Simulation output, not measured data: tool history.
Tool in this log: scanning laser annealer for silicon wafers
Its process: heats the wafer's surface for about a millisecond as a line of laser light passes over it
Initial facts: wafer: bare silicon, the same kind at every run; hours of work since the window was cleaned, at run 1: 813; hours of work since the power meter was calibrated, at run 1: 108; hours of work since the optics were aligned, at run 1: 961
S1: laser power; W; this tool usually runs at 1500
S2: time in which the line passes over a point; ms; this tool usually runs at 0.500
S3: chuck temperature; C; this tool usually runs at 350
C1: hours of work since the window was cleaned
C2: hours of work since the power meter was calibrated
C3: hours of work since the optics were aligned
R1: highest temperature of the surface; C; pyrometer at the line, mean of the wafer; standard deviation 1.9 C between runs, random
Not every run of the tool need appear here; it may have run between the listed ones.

Run 1, hour 0.0: usual settings; C1 813; C2 108; C3 961. Result: R1 1115 C.
Run 2, hour 11.0: usual settings; C1 819; C2 114; C3 967. Result: R1 1116 C.
At hour 14.9: window over the wafer cleaned.
Run 3, hour 19.2: usual settings; C1 2; C2 118; C3 971. Result: R1 1096 C.
Run 4, hour 29.5: usual settings; C1 8; C2 124; C3 976. Result: R1 1093 C.
At hour 40.6: window over the wafer cleaned, once more.
Run 5, hour 41.5: usual settings; C1 0; C2 129; C3 982. Result: R1 1144 C.
Run 6, hour 47.7: usual settings; C1 4; C2 133; C3 986. Result: R1 1140 C.
Run 7, hour 53.3: usual settings; C1 7; C2 136; C3 989. Result: R1 1140 C.
Run 8, hour 61.0: usual settings; C1 12; C2 140; C3 993. Result: R1 1139 C.
Run 9, hour 70.1: usual settings; C1 17; C2 145; C3 998. Result: R1 1140 C.
Run 10, hour 79.2: usual settings but S2 0.427 ms; C1 22; C2 151; C3 1003. Result: R1 1078 C.
Run 11, hour 84.7: usual settings but S2 0.427 ms; C1 25; C2 154; C3 1006. Result: R1 1072 C.
Run 12, hour 95.7: usual settings but S2 0.352 ms; C1 31; C2 160; C3 1013. Result: R1 1001 C.
Run 13, hour 106.9: usual settings but S2 0.352 ms; C1 37; C2 166; C3 1019. Result: R1 1002 C.
Run 14, hour 117.4: usual settings but S2 0.352 ms; C1 43; C2 172; C3 1025. Result: R1 1002 C.
Run 15, hour 125.1: usual settings but S2 0.352 ms; C1 48; C2 176; C3 1029. Result: R1 1002 C.
Run 16, hour 131.8: usual settings but S2 0.352 ms; C1 51; C2 180; C3 1033. Result: R1 1001 C.
Run 17, hour 137.8: usual settings but S1 1313 W; C1 55; C2 184; C3 1036. Result: R1 1043 C.
Run 18, hour 143.8: usual settings but S1 1313 W; C1 58; C2 187; C3 1040. Result: R1 1047 C.
Run 19, hour 154.6: usual settings but S1 1313 W, S2 0.536 ms; C1 64; C2 193; C3 1046. Result: R1 1072 C.
Run 20, hour 159.8: usual settings but S1 1313 W, S2 0.536 ms; C1 67; C2 196; C3 1049. Result: R1 1072 C.
Run 21, hour 166.6: usual settings but S1 1619 W, S2 0.561 ms, S3 375 C; C1 71; C2 200; C3 1053. Result: R1 1279 C.
Run 22, hour 173.3: usual settings but S1 1619 W, S2 0.561 ms, S3 375 C; C1 75; C2 204; C3 1056. Result: R1 1279 C.
Run 23, hour 183.4: usual settings but S1 1619 W, S2 0.561 ms, S3 375 C; C1 80; C2 209; C3 1062. Result: R1 1284 C.
Run 24, hour 190.3: usual settings but S1 1619 W, S2 0.561 ms, S3 375 C; C1 84; C2 213; C3 1066. Result: R1 1279 C.
Run 25, hour 197.4: usual settings but S1 1619 W, S2 0.561 ms, S3 375 C; C1 88; C2 217; C3 1070. Result: R1 1279 C.
Run 26, hour 204.1: usual settings but S1 1619 W, S2 0.561 ms, S3 375 C; C1 92; C2 221; C3 1074. Result: R1 1279 C.
Run 27, hour 212.8: usual settings but S1 1650 W, S2 0.428 ms, S3 347 C; C1 97; C2 226; C3 1079. Result: R1 1138 C.
Run 28, hour 222.0: usual settings but S1 1650 W, S2 0.428 ms, S3 337 C; C1 102; C2 231; C3 1084. Result: R1 1132 C.
Run 29, hour 230.5: usual settings but S1 1650 W, S2 0.585 ms, S3 337 C; C1 107; C2 236; C3 1089. Result: R1 1277 C.
Run 30, hour 235.8: usual settings but S1 1417 W, S2 0.429 ms, S3 327 C; C1 110; C2 239; C3 1092. Result: R1 1013 C.
Run 31, hour 243.9: usual settings but S1 1360 W, S2 0.545 ms, S3 327 C; C1 115; C2 243; C3 1096. Result: R1 1081 C.
Run 32, hour 249.3: usual settings but S1 1384 W, S2 0.486 ms, S3 356 C; C1 118; C2 246; C3 1099. Result: R1 1075 C.
Run 33, hour 254.3: usual settings but S1 1496 W, S2 0.486 ms, S3 389 C; C1 120; C2 249; C3 1102. Result: R1 1161 C.
Run 34, hour 265.7: usual settings but S2 0.367 ms; C1 127; C2 256; C3 1108. Result: R1 1016 C.
Run 35, hour 275.5: usual settings but S2 0.481 ms; C1 132; C2 261; C3 1114. Result: R1 1122 C.

How the hidden state differs across the entries between the runs, from the last listed run before each to the first after it:
After run 2, before run 3: window over the wafer cleaned (hour 14.9)
  light that passes the window, % of a clean one's: 95.91 -> 93.49; laser's true power over the reading, %: 0.09 -> 0.1
  measured result minus the result with no hidden state, R1: -35 -> -54 C
After run 4, before run 5: window over the wafer cleaned, once more (hour 40.6)
  light that passes the window, % of a clean one's: 93.47 -> 99.76; width of the line over the set one, %: 1.48 -> 1.49
  measured result minus the result with no hidden state, R1: -54 -> -5 C
